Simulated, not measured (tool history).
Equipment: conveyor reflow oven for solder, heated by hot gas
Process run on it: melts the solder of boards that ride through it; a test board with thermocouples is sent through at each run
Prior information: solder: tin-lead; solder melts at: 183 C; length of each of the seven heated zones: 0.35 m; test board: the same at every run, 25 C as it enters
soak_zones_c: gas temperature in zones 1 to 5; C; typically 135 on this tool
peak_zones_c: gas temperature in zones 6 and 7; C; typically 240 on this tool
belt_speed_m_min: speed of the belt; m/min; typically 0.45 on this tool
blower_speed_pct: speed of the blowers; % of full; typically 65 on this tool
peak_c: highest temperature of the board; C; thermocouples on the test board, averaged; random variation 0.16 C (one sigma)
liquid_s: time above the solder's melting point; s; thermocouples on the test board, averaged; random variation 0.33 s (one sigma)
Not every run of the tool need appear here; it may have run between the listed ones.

run	hour	soak_zones_c	peak_zones_c	belt_speed_m_min	blower_speed_pct	peak_c	liquid_s
1	0	135	240	0.45	65	217.2	67.8
2	12.8	135	240	0.45	65	217	67.5
3	29.4	135	240	0.45	65	216.8	67.7
4	44.1	135	240	0.45	65	216.9	67.4
5	53.8	135	240	0.45	65	216.9	67.5
6	70.8	135	240	0.45	65	216.6	67.7

For run 7, what comes out?
7	81	135	240	0.45	65	?	?

{"run 7": {"peak_c": 216.7, "liquid_s": 67.5}}
Were there no unlogged condition in the tool, this run, its random variation unchanged, would have produced peak_c 216.4 C, liquid_s 66.5 s.

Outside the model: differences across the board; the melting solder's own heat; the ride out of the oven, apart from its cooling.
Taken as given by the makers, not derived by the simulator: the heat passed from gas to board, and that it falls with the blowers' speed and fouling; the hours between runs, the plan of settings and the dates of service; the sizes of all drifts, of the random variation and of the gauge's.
